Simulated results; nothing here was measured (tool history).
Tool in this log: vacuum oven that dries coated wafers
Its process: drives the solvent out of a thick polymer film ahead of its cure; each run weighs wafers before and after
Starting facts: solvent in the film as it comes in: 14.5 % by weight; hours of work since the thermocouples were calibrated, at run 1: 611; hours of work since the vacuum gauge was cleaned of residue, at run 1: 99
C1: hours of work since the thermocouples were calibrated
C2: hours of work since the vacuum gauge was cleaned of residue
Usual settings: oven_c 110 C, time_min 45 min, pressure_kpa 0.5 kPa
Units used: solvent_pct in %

Run 1, hour 0: usual settings; C1 611; C2 99. Result: solvent_pct 2.87 %.
Run 2, hour 23.7: usual settings; C1 622; C2 110. Result: solvent_pct 2.93 %.
Run 3, hour 37.5: usual settings; C1 628; C2 116. Result: solvent_pct 2.77 %.
Run 4, hour 59.8: usual settings; C1 638; C2 127. Result: solvent_pct 2.77 %.
Run 5, hour 84.9: usual settings; C1 650; C2 138. Result: solvent_pct 2.78 %.
Run 6, hour 109: usual settings; C1 661; C2 149. Result: solvent_pct 2.8 %.
Run 7, hour 126: usual settings; C1 669; C2 157. Result: solvent_pct 2.85 %.
Run 8, hour 148.3: usual settings but pressure_kpa 1.055 kPa; C1 679; C2 167. Result: solvent_pct 3.11 %.
Run 9, hour 171: usual settings but oven_c 123 C, time_min 32 min, pressure_kpa 1.369 kPa; C1 690; C2 178. Result: solvent_pct 1.78 %.
Run 10, hour 185.5: usual settings but oven_c 123 C, time_min 32 min, pressure_kpa 1.369 kPa; C1 696; C2 185. Result: solvent_pct 1.67 %.
Run 11, hour 197.1: usual settings but oven_c 114 C, time_min 54 min, pressure_kpa 0.346 kPa; C1 702; C2 190. Result: solvent_pct 1.32 %.
Run 12, hour 209.9: usual settings but oven_c 114 C, time_min 54 min, pressure_kpa 0.346 kPa; C1 708; C2 196. Result: solvent_pct 1.27 %.
Run 13, hour 235.8: usual settings but oven_c 114 C, time_min 54 min, pressure_kpa 0.346 kPa; C1 720; C2 208. Result: solvent_pct 1.27 %.
Run 14, hour 258.6: usual settings but oven_c 114 C, time_min 54 min, pressure_kpa 0.346 kPa; C1 730; C2 218. Result: solvent_pct 1.35 %.
Run 15, hour 276.1: usual settings but oven_c 114 C, time_min 54 min, pressure_kpa 0.346 kPa; C1 738; C2 226. Result: solvent_pct 1.26 %.

Here are 4 independent what-if runs from the current tool condition. What would each one return?
Run A, hour 289.5: usual settings but oven_c 123 C, time_min 79 min, pressure_kpa 0.782 kPa; C1 744; C2 233. Result: solvent_pct ?.
Run B, hour 289.5: usual settings but time_min 65 min, pressure_kpa 0.923 kPa; C1 744; C2 233. Result: solvent_pct ?.
Run C, hour 289.5: usual settings but oven_c 114 C, time_min 29 min, pressure_kpa 0.444 kPa; C1 744; C2 233. Result: solvent_pct ?.
Run D, hour 289.5: usual settings but pressure_kpa 0.831 kPa; C1 744; C2 233. Result: solvent_pct ?.

run  solvent_pct
  A         0.42
  B         2.01
  C         3.47
  D         3.12
The same runs, with their run-to-run variation unchanged, on a tool lacking any hidden condition would have given:
run  solvent_pct
  A         0.42
  B         1.99
  C         3.45
  D          3.1

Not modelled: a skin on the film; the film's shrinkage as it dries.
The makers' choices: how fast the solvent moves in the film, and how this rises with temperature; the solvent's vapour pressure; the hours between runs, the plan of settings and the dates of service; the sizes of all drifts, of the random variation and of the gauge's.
